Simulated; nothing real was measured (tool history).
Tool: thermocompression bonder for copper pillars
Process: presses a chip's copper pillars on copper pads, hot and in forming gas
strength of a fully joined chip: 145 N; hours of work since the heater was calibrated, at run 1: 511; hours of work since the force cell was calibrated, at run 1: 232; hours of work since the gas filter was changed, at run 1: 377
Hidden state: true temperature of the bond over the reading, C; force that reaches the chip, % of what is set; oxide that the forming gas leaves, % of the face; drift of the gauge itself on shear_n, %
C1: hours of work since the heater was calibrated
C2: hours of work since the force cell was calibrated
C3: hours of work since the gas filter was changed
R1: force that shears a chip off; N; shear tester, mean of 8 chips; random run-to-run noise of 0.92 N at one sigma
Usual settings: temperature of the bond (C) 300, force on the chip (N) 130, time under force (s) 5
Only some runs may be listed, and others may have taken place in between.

{"run": 1, "day": 0.0, "temperature of the bond (C)": 300, "force on the chip (N)": 130, "time under force (s)": 5, "C1": 511, "C2": 232, "C3": 377, "R1": 70.5}
{"run": 2, "day": 0.633, "temperature of the bond (C)": 300, "force on the chip (N)": 130, "time under force (s)": 5, "C1": 518, "C2": 239, "C3": 384, "R1": 69.6}
{"run": 3, "day": 1.221, "temperature of the bond (C)": 300, "force on the chip (N)": 130, "time under force (s)": 5, "C1": 524, "C2": 245, "C3": 390, "R1": 71.1}
{"run": 4, "day": 1.817, "temperature of the bond (C)": 317, "force on the chip (N)": 130, "time under force (s)": 5, "C1": 531, "C2": 252, "C3": 397, "R1": 82.5}
{"run": 5, "day": 2.171, "temperature of the bond (C)": 300, "force on the chip (N)": 130, "time under force (s)": 5, "C1": 535, "C2": 255, "C3": 401, "R1": 70.7}
{"run": 6, "day": 2.696, "temperature of the bond (C)": 276, "force on the chip (N)": 130, "time under force (s)": 5, "C1": 540, "C2": 261, "C3": 407, "R1": 51.1}
{"run": 7, "day": 3.062, "temperature of the bond (C)": 276, "force on the chip (N)": 130, "time under force (s)": 5, "C1": 544, "C2": 265, "C3": 411, "R1": 51.7}
{"run": 8, "day": 3.846, "temperature of the bond (C)": 276, "force on the chip (N)": 130, "time under force (s)": 5, "C1": 553, "C2": 274, "C3": 419, "R1": 50.5}
{"run": 9, "day": 4.525, "temperature of the bond (C)": 276, "force on the chip (N)": 130, "time under force (s)": 5, "C1": 560, "C2": 281, "C3": 427, "R1": 51.6}
{"day": 4.667, "done": "forming gas filter changed"}
{"run": 10, "day": 5.246, "temperature of the bond (C)": 276, "force on the chip (N)": 130, "time under force (s)": 5, "C1": 568, "C2": 289, "C3": 6, "R1": 57.2}
{"run": 11, "day": 5.921, "temperature of the bond (C)": 276, "force on the chip (N)": 130, "time under force (s)": 5, "C1": 576, "C2": 297, "C3": 14, "R1": 56.7}
{"run": 12, "day": 6.267, "temperature of the bond (C)": 276, "force on the chip (N)": 130, "time under force (s)": 5, "C1": 579, "C2": 300, "C3": 18, "R1": 54.2}
{"run": 13, "day": 7.042, "temperature of the bond (C)": 276, "force on the chip (N)": 130, "time under force (s)": 5, "C1": 588, "C2": 309, "C3": 26, "R1": 54.3}
{"run": 14, "day": 7.758, "temperature of the bond (C)": 300, "force on the chip (N)": 192, "time under force (s)": 5, "C1": 596, "C2": 317, "C3": 34, "R1": 94.6}
{"run": 15, "day": 8.225, "temperature of the bond (C)": 300, "force on the chip (N)": 192, "time under force (s)": 5, "C1": 601, "C2": 322, "C3": 39, "R1": 95}
{"run": 16, "day": 8.625, "temperature of the bond (C)": 300, "force on the chip (N)": 192, "time under force (s)": 5, "C1": 605, "C2": 326, "C3": 44, "R1": 94.3}
{"run": 17, "day": 9.058, "temperature of the bond (C)": 300, "force on the chip (N)": 192, "time under force (s)": 5, "C1": 610, "C2": 331, "C3": 48, "R1": 94.4}
{"run": 18, "day": 9.688, "temperature of the bond (C)": 300, "force on the chip (N)": 160, "time under force (s)": 5, "C1": 617, "C2": 338, "C3": 55, "R1": 84.8}
{"run": 19, "day": 10.288, "temperature of the bond (C)": 300, "force on the chip (N)": 130, "time under force (s)": 5, "C1": 624, "C2": 345, "C3": 62, "R1": 75.2}
{"run": 20, "day": 10.646, "temperature of the bond (C)": 300, "force on the chip (N)": 130, "time under force (s)": 7, "C1": 628, "C2": 348, "C3": 66, "R1": 83.9}
{"run": 21, "day": 11.067, "temperature of the bond (C)": 300, "force on the chip (N)": 171, "time under force (s)": 5, "C1": 632, "C2": 353, "C3": 70, "R1": 88.3}
{"run": 22, "day": 11.483, "temperature of the bond (C)": 317, "force on the chip (N)": 129, "time under force (s)": 5, "C1": 637, "C2": 358, "C3": 75, "R1": 87.8}
{"run": 23, "day": 11.862, "temperature of the bond (C)": 300, "force on the chip (N)": 87, "time under force (s)": 9, "C1": 641, "C2": 362, "C3": 79, "R1": 69.5}
{"run": 24, "day": 12.271, "temperature of the bond (C)": 291, "force on the chip (N)": 83, "time under force (s)": 8, "C1": 645, "C2": 366, "C3": 84, "R1": 55.7}
{"run": 25, "day": 13.067, "temperature of the bond (C)": 300, "force on the chip (N)": 173, "time under force (s)": 13, "C1": 654, "C2": 375, "C3": 92, "R1": 112}
{"run": 26, "day": 13.792, "temperature of the bond (C)": 300, "force on the chip (N)": 173, "time under force (s)": 5, "C1": 662, "C2": 383, "C3": 100, "R1": 86.9}
{"run": 27, "day": 14.438, "temperature of the bond (C)": 300, "force on the chip (N)": 173, "time under force (s)": 5, "C1": 669, "C2": 390, "C3": 107, "R1": 89.8}
{"run": 28, "day": 14.862, "temperature of the bond (C)": 322, "force on the chip (N)": 94, "time under force (s)": 7, "C1": 674, "C2": 395, "C3": 112, "R1": 85.1}
{"run": 29, "day": 15.671, "temperature of the bond (C)": 322, "force on the chip (N)": 94, "time under force (s)": 7, "C1": 683, "C2": 404, "C3": 121, "R1": 83.1}
{"run": 30, "day": 16.125, "temperature of the bond (C)": 322, "force on the chip (N)": 94, "time under force (s)": 7, "C1": 688, "C2": 409, "C3": 126, "R1": 84.5}
{"run": 31, "day": 16.738, "temperature of the bond (C)": 322, "force on the chip (N)": 89, "time under force (s)": 13, "C1": 694, "C2": 415, "C3": 133, "R1": 96.5}
{"run": 32, "day": 17.467, "temperature of the bond (C)": 322, "force on the chip (N)": 89, "time under force (s)": 4, "C1": 703, "C2": 423, "C3": 141, "R1": 67}
{"run": 33, "day": 17.954, "temperature of the bond (C)": 329, "force on the chip (N)": 103, "time under force (s)": 5, "C1": 708, "C2": 429, "C3": 146, "R1": 85.1}
{"run": 34, "day": 18.7, "temperature of the bond (C)": 315, "force on the chip (N)": 175, "time under force (s)": 5, "C1": 716, "C2": 437, "C3": 154, "R1": 101.1}
{"run": 35, "day": 19.517, "temperature of the bond (C)": 300, "force on the chip (N)": 128, "time under force (s)": 11, "C1": 725, "C2": 446, "C3": 163, "R1": 91.1}
{"run": 36, "day": 19.958, "temperature of the bond (C)": 287, "force on the chip (N)": 128, "time under force (s)": 11, "C1": 730, "C2": 451, "C3": 168, "R1": 81.4}
{"run": 37, "day": 20.667, "temperature of the bond (C)": 300, "force on the chip (N)": 122, "time under force (s)": 5, "C1": 738, "C2": 459, "C3": 176, "R1": 68.7}
{"run": 38, "day": 21.104, "temperature of the bond (C)": 300, "force on the chip (N)": 122, "time under force (s)": 5, "C1": 743, "C2": 464, "C3": 181, "R1": 70.3}
{"run": 39, "day": 21.554, "temperature of the bond (C)": 300, "force on the chip (N)": 122, "time under force (s)": 5, "C1": 747, "C2": 468, "C3": 186, "R1": 69.2}

Below, some changes in R1 between adjacent runs. For each, the amount present without the hidden state too (settings, incoming material, random variation) and the amount remaining for the hidden state with gauge scatter not shared by both compared results:
Run 5 -> 6: temperature of the bond (C) 300 -> 276. R1 -19.6 N: hidden state +1.7, all else -21.3.
Run 9 -> 10: forming gas filter changed. R1 +5.6 N: hidden state +4.6, all else +1.
Run 13 -> 14: temperature of the bond (C) 276 -> 300, force on the chip (N) 130 -> 192. R1 +40.3 N: hidden state -0.5, all else +40.8.
Run 24 -> 25: temperature of the bond (C) 291 -> 300, force on the chip (N) 83 -> 173, time under force (s) 8 -> 13. R1 +56.3 N: hidden state -1.2, all else +57.5.
Run 31 -> 32: time under force (s) 13 -> 4. R1 -29.5 N: hidden state +0.7, all else -30.2.
